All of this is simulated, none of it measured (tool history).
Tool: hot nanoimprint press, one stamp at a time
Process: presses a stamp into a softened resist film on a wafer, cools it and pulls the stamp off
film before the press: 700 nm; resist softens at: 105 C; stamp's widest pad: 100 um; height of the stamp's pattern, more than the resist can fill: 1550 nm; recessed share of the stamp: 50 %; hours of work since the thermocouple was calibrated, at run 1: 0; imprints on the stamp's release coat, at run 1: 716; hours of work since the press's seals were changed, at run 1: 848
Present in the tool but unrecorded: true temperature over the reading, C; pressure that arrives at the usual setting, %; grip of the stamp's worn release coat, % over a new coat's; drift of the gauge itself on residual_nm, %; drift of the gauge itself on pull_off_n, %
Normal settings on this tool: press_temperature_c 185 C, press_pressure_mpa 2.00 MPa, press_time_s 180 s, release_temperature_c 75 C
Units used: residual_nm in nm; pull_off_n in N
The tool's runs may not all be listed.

run,hour,press_temperature_c,press_pressure_mpa,press_time_s,release_temperature_c,hours of work since the thermocouple was calibrated,imprints on the stamp's release coat,hours of work since the press's seals were changed,residual_nm,pull_off_n
1,0.0,185,2.00,180,75,0,716,848,426.8,121
# hour 47.8: press's hydraulic seals changed and the load cell set to zero
2,47.8,185,2.00,180,75,30,896,0,411.1,126
3,74.6,185,2.00,180,75,50,1017,20,411.3,135
4,100.1,185,2.00,211,75,69,1132,39,392.3,139
5,127.1,190,2.00,180,75,90,1254,60,366.1,144
6,157.5,190,2.00,180,75,113,1391,83,366.2,148
7,174.2,185,1.31,180,75,125,1467,95,494.0,150
8,198.1,185,1.31,180,75,143,1575,113,491.7,159
9,217.7,185,1.31,180,75,158,1664,128,491.6,164
10,258.3,185,1.31,180,75,189,1847,159,491.7,172
11,286.2,185,1.31,180,75,210,1973,180,491.5,169
12,326.5,185,1.31,180,75,240,2155,210,490.5,180
13,366.1,185,1.20,180,75,270,2335,240,505.9,183
# hour 375.7: stamp cleaned and given a new release coat
14,390.0,185,1.20,180,75,283,64,253,506.4,99
15,419.7,185,1.24,180,75,306,198,276,500.4,98
16,452.6,193,1.24,220,76,330,347,300,406.9,107
17,472.3,178,2.55,180,62,345,437,315,429.1,138
18,494.2,187,1.25,94,64,362,535,332,549.5,138
19,517.3,187,1.25,94,64,379,640,349,549.0,147
20,535.8,187,1.63,134,83,393,723,363,462.3,102
21,568.2,188,2.00,291,75,418,870,387,327.9,122
22,605.4,176,1.43,180,68,446,1038,416,552.9,151
23,633.5,176,1.43,180,68,467,1165,437,551.4,159
24,653.4,176,1.43,180,68,482,1255,452,549.7,164
25,688.8,176,1.43,180,68,508,1415,478,551.8,176
26,709.2,190,1.38,131,72,524,1507,494,469.9,157
27,745.5,181,1.38,131,70,551,1671,521,545.7,177
# hour 777.0: plate thermocouple calibrated
28,786.1,195,2.00,299,67,7,1841,549,283.2,200
29,822.8,185,1.48,97,75,34,2007,577,541.5,186

Consider 4 possible next runs. They are alternatives, not a sequence: every one starts from the tool as it was left by run 29. What does each give?
A,843.1,185,1.48,97,67,50,2099,592,?,?
B,843.1,185,1.48,193,75,50,2099,592,?,?
C,843.1,179,2.00,112,75,50,2099,592,?,?
D,843.1,185,1.44,132,67,50,2099,592,?,?

run,residual_nm,pull_off_n
A,543.2,216
B,468.7,176
C,529.7,182
D,515.5,206
Without the tool's unlogged condition, the same runs would have read:
run,residual_nm,pull_off_n
A,537.1,114
B,461.8,93
C,521.3,96
D,509.1,109
